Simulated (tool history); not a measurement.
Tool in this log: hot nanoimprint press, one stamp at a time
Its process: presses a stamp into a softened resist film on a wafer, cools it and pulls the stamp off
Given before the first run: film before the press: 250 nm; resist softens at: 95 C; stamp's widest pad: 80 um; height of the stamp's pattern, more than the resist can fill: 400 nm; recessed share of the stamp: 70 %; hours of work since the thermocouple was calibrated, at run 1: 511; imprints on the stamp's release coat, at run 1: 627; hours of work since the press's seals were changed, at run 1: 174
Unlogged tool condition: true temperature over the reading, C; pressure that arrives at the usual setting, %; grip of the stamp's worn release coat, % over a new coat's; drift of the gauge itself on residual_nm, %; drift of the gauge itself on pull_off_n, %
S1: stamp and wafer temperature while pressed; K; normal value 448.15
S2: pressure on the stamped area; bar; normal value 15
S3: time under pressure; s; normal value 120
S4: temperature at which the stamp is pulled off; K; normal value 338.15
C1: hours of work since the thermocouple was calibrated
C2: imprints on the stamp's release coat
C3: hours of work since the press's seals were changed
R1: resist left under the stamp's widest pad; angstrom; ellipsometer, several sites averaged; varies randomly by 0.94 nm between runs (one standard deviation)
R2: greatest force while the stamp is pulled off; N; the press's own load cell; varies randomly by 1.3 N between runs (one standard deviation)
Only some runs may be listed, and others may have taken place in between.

run	hour	S1	S2	S3	S4	C1	C2	C3	R1	R2
1	0	448.15	15	120	338.15	511	627	174	1334	97
2	36.7	448.15	15	120	338.15	532	701	194	1334	94
# hour 55: stamp cleaned and given a new release coat
3	122.5	448.15	15	120	338.15	576	135	239	1336	92
# hour 152.3: plate thermocouple calibrated
4	161.8	448.15	10.5	120	338.15	5	208	259	1535	94
5	233.8	455.15	15	120	338.15	45	353	299	1115	92
6	290.5	455.15	15	120	338.15	77	467	331	1108	92
7	355.6	448.15	15	105	338.15	113	597	367	1407	93
8	409.8	448.15	15	105	338.15	143	706	397	1422	95
# hour 426.7: stamp cleaned and given a new release coat
9	465.9	448.15	10.4	161	335.15	171	79	425	1382	98
10	513.6	447.15	22.5	66	338.15	198	175	452	1462	92
11	589.5	447.15	22.5	66	338.15	240	327	494	1455	93
12	638.4	442.15	15	120	326.15	267	425	521	1557	104

Run 13 is up next; what results do you expect?
13	684.3	448.15	15	120	335.15	293	517	547	?	?

R1: 1327 angstrom
R2: 97 N
Without the tool's hidden state the same run would have given R1 1324 angstrom, R2 97 N.
